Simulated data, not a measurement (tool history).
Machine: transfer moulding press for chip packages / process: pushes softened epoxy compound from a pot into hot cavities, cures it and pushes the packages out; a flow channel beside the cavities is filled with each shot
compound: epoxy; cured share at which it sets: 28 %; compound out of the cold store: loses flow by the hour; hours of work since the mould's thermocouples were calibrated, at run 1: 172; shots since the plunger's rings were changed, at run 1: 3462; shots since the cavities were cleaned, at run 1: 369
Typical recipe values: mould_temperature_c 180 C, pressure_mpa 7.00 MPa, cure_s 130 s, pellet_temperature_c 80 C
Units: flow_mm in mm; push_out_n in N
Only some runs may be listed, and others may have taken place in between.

| run | day | mould_temperature_c | pressure_mpa | cure_s | pellet_temperature_c | hours of work since the mould's thermocouples were calibrated | shots since the plunger's rings were changed | shots since the cavities were cleaned | incoming compound's hours out of the cold store | flow_mm | push_out_n |
|---|---|---|---|---|---|---|---|---|---|---|---|
| 1 | 0.000 | 180 | 7.00 | 130 | 80 | 172 | 3462 | 369 | 37.4 | 698 | 466 |
| 2 | 0.788 | 180 | 7.00 | 130 | 80 | 182 | 3601 | 508 | 29.1 | 724 | 528 |
| 3 | 1.946 | 180 | 7.00 | 130 | 80 | 197 | 3806 | 713 | 18.8 | 755 | 575 |
| 4 | 2.862 | 180 | 7.00 | 130 | 81 | 209 | 3969 | 876 | 34.4 | 709 | 613 |
| 5 | 4.004 | 180 | 7.00 | 130 | 81 | 224 | 4171 | 1078 | 14.4 | 773 | 646 |
| 6 | 4.538 | 180 | 7.00 | 130 | 80 | 231 | 4266 | 1173 | 30.4 | 709 | 619 |
|  | 4.771 | cavities cleaned with cleaning compound and waxed |
| 7 | 5.450 | 180 | 7.00 | 130 | 80 | 242 | 4416 | 120 | 28.8 | 718 | 407 |
| 8 | 6.325 | 180 | 7.00 | 130 | 80 | 254 | 4571 | 275 | 31.0 | 710 | 465 |
| 9 | 6.971 | 180 | 7.00 | 130 | 80 | 262 | 4686 | 390 | 43.2 | 675 | 508 |
|  | 7.221 | plunger's sealing rings changed |
| 10 | 8.129 | 180 | 7.00 | 130 | 80 | 276 | 161 | 576 | 8.2 | 832 | 556 |
| 11 | 9.217 | 180 | 7.00 | 130 | 80 | 290 | 354 | 769 | 21.8 | 787 | 616 |
| 12 | 10.342 | 180 | 7.00 | 144 | 80 | 305 | 553 | 968 | 23.4 | 779 | 581 |
| 13 | 10.892 | 180 | 7.00 | 144 | 80 | 312 | 651 | 1066 | 33.7 | 735 | 580 |
|  | 11.725 | cavities cleaned with cleaning compound and waxed |
| 14 | 12.042 | 177 | 7.00 | 130 | 80 | 327 | 843 | 56 | 12.3 | 822 | 392 |
| 15 | 12.625 | 177 | 7.00 | 130 | 80 | 334 | 947 | 160 | 21.1 | 796 | 453 |
| 16 | 13.317 | 188 | 7.57 | 130 | 80 | 343 | 1069 | 282 | 40.6 | 704 | 410 |
| 17 | 14.025 | 188 | 7.57 | 130 | 80 | 353 | 1195 | 408 | 15.6 | 789 | 456 |
| 18 | 15.171 | 188 | 6.00 | 162 | 72 | 368 | 1398 | 611 | 10.7 | 712 | 514 |
| 19 | 15.933 | 188 | 6.00 | 162 | 72 | 378 | 1533 | 746 | 41.1 | 620 | 539 |

Estimate the outcome of run 20 from the log above:
| 20 | 16.642 | 180 | 7.00 | 130 | 80 | 387 | 1658 | 871 | 29.8 | ? | ? |

For run 20 the tool returned flow_mm 742 mm, push_out_n 616 N.
Minus the tool's unlogged condition, the same run would have read flow_mm 764 mm, push_out_n 329 N.
